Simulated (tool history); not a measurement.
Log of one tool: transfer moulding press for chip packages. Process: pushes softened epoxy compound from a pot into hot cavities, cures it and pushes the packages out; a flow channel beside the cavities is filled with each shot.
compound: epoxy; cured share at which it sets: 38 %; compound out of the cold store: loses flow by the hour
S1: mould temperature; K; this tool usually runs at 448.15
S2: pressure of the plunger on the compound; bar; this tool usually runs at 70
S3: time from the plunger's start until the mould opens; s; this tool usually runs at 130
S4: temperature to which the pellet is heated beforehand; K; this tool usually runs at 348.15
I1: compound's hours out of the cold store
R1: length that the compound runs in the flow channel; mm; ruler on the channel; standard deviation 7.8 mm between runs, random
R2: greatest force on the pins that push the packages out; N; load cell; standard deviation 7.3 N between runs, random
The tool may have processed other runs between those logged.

Run 1, day 0: usual settings; I1 13. Result: R1 1032 mm, R2 468 N.
Run 2, day 0.612: usual settings; I1 33.8. Result: R1 925 mm, R2 450 N.
At day 0.942: cavities cleaned with cleaning compound and waxed.
Run 3, day 1.346: usual settings; I1 36. Result: R1 912 mm, R2 346 N.
Run 4, day 2.4: usual settings; I1 40.1. Result: R1 895 mm, R2 381 N.
Run 5, day 3.438: usual settings but S4 339.15 K; I1 36.6. Result: R1 904 mm, R2 396 N.
Run 6, day 4.396: usual settings but S4 339.15 K; I1 28.2. Result: R1 949 mm, R2 427 N.
Run 7, day 5.062: usual settings but S1 451.15 K, S4 339.15 K; I1 14.9. Result: R1 986 mm, R2 408 N.
Run 8, day 6.192: usual settings but S3 131 s; I1 21.3. Result: R1 968 mm, R2 457 N.
At day 6.779: cavities cleaned with cleaning compound and waxed.
Run 9, day 7.275: usual settings but S3 131 s; I1 40.1. Result: R1 891 mm, R2 342 N.
Run 10, day 8.333: usual settings but S1 449.15 K, S2 86.9 bar, S3 127 s, S4 351.15 K; I1 11.5. Result: R1 1099 mm, R2 388 N.
Run 11, day 9.046: usual settings but S1 442.15 K, S3 117 s, S4 346.15 K; I1 10.2. Result: R1 1024 mm, R2 765 N.
Run 12, day 9.679: usual settings but S1 445.15 K, S4 346.15 K; I1 46.4. Result: R1 876 mm, R2 479 N.
Run 13, day 10.383: usual settings but S1 445.15 K, S4 346.15 K; I1 12.1. Result: R1 1015 mm, R2 513 N.
Run 14, day 10.9: usual settings but S1 451.15 K, S4 346.15 K; I1 18.8. Result: R1 933 mm, R2 404 N.
Run 15, day 11.771: usual settings but S3 127 s; I1 20.3. Result: R1 958 mm, R2 475 N.
Run 16, day 12.433: usual settings but S3 127 s; I1 16.4. Result: R1 961 mm, R2 471 N.
At day 12.662: cavities cleaned with cleaning compound and waxed.
Run 17, day 13.079: usual settings; I1 18.3. Result: R1 956 mm, R2 348 N.

Branching from run 17: 3 alternative next runs. What would each branch give?
Run A, day 13.779: usual settings but S1 450.15 K, S4 353.15 K; I1 15.7. Result: R1 ?, R2 ?.
Run B, day 13.779: usual settings but S1 444.15 K, S4 340.15 K; I1 22. Result: R1 ?, R2 ?.
Run C, day 13.779: usual settings but S3 133 s; I1 42. Result: R1 ?, R2 ?.

run   R1   R2
  A  960  346
  B  944  448
  C  863  354
Had the tool no hidden state, the same runs would have come out as:
run    R1   R2
  A  1011  296
  B   995  390
  C   909  302
